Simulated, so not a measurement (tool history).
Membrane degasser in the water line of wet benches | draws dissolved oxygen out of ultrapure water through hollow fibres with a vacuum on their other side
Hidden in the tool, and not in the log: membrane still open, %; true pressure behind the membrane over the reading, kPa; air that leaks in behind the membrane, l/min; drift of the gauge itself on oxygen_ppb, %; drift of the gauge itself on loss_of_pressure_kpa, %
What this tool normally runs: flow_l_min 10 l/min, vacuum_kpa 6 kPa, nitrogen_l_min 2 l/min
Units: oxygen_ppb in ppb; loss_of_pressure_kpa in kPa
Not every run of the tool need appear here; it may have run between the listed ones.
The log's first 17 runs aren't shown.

| run | hour | flow_l_min | vacuum_kpa | nitrogen_l_min | hours since the membrane was changed | hours since the vacuum gauge was calibrated | hours since the vacuum lines were made tight | oxygen_ppb | loss_of_pressure_kpa |
|---|---|---|---|---|---|---|---|---|---|
| 18 | 2797 | 12 | 5.64 | 2.72 | 10764 | 427 | 3832 | 60.7 | 48.64 |
| 19 | 2998.2 | 10 | 8.47 | 2.66 | 10965 | 628 | 4033 | 76 | 40.02 |
| 20 | 3107.4 | 10 | 6.62 | 2.66 | 11074 | 738 | 4142 | 56.9 | 40.55 |
| 21 | 3293.2 | 12 | 4.57 | 2.32 | 11260 | 923 | 4328 | 53.8 | 48.72 |
|  | 3391.6 | vacuum gauge calibrated, once more |
| 22 | 3420.8 | 12 | 11.42 | 4.92 | 11387 | 29 | 4455 | 83.6 | 48.65 |
| 23 | 3520.3 | 10 | 4.81 | 4.45 | 11487 | 129 | 4555 | 31.2 | 40.78 |
| 24 | 3704.2 | 10 | 4.81 | 4.45 | 11671 | 313 | 4739 | 31.9 | 40.79 |
| 25 | 3808.1 | 16 | 4.76 | 2.39 | 11775 | 416 | 4842 | 77.8 | 65.01 |
| 26 | 3908.8 | 16 | 5.96 | 0.95 | 11875 | 517 | 4943 | 157.8 | 64.81 |
| 27 | 4108.1 | 9 | 6.03 | 4.73 | 12075 | 716 | 5142 | 32.4 | 36.76 |
| 28 | 4329.7 | 9 | 6 | 1.07 | 12296 | 938 | 5364 | 80.9 | 36.91 |
| 29 | 4465 | 10 | 3.99 | 1.39 | 12431 | 1073 | 5499 | 39 | 41.37 |
| 30 | 4621.7 | 13 | 6 | 5.23 | 12588 | 1230 | 5656 | 57.6 | 53.24 |
| 31 | 4729.2 | 9 | 6 | 3.57 | 12696 | 1338 | 5763 | 38.8 | 36.91 |

3 ways to go on from here, each from the tool as it stands after run 31. What would each give?
| A | 4858 | 8 | 8.65 | 3.28 | 12825 | 1466 | 5892 | ? | ? |
| B | 4858 | 10 | 6 | 2.51 | 12825 | 1466 | 5892 | ? | ? |
| C | 4858 | 13 | 6.12 | 2 | 12825 | 1466 | 5892 | ? | ? |

| run | oxygen_ppb | loss_of_pressure_kpa |
|---|---|---|
| A | 52.5 | 33.16 |
| B | 54.9 | 41.3 |
| C | 87.1 | 53.29 |
Without the tool's unlogged condition, the same runs would have read:
| run | oxygen_ppb | loss_of_pressure_kpa |
|---|---|---|
| A | 39.5 | 29.03 |
| B | 38 | 36.12 |
| C | 62.7 | 46.61 |
